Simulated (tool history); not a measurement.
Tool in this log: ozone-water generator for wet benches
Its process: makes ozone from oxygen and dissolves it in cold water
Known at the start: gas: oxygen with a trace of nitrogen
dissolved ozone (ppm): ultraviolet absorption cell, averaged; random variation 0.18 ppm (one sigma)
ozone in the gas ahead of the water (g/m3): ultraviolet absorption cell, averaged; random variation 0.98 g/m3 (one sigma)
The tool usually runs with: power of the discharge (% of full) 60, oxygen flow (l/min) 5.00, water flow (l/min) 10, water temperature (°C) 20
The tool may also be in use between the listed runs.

run	hour	power of the discharge (% of full)	oxygen flow (l/min)	water flow (l/min)	water temperature (°C)	dissolved ozone (ppm)	ozone in the gas ahead of the water (g/m3)
1	0.0	60	5.00	10	20	25.8	168.1
2	85.3	60	3.44	10	20	25.9	199.9
3	257.0	60	3.44	10	20	26.1	200.0
4	431.2	60	3.44	10	20	26.1	201.0
5	530.7	60	3.44	10	20	26.1	199.9
6	655.5	60	3.44	10	20	26.0	199.6
7	762.6	60	3.44	10	20	26.0	199.5
8	838.4	60	3.44	10	20	25.9	198.1
9	913.1	60	3.44	10	20	25.9	199.7
10	1090.7	60	3.44	10	20	26.3	196.8
11	1228.4	60	3.44	10	20	25.9	200.3
12	1345.6	60	3.44	8	20	30.0	198.7
13	1444.7	84	4.82	13	14	29.3	208.4
14	1529.9	84	4.82	13	14	29.5	206.0
15	1703.0	57	8.51	10	14	26.3	126.6
16	1826.7	57	8.51	10	14	26.7	128.9
17	1983.0	72	3.95	13	12	27.3	208.3
18	2158.8	60	3.79	10	16	28.2	191.1
19	2272.0	60	3.79	15	23	19.0	190.1
20	2402.5	60	3.79	15	23	19.0	190.3
21	2486.5	60	6.43	10	15	27.9	149.5
# hour 2570.3: water thermometer calibrated
22	2644.3	60	6.43	10	15	28.0	149.6
23	2759.3	60	8.02	10	15	27.0	135.6
24	2880.0	60	8.02	10	15	27.2	134.4

Here are 3 independent what-if runs from the current tool condition. What would each one return?
A	3008.6	78	2.59	10	24	?	?
B	3008.6	60	7.48	10	17	?	?
C	3008.6	83	8.02	10	15	?	?

run	dissolved ozone (ppm)	ozone in the gas ahead of the water (g/m3)
A	28.1	265.6
B	25.9	139.7
C	32.8	161.4
With no hidden state in the tool, these same runs would have given:
run	dissolved ozone (ppm)	ozone in the gas ahead of the water (g/m3)
A	28.2	265.9
B	25.9	139.8
C	32.9	161.6
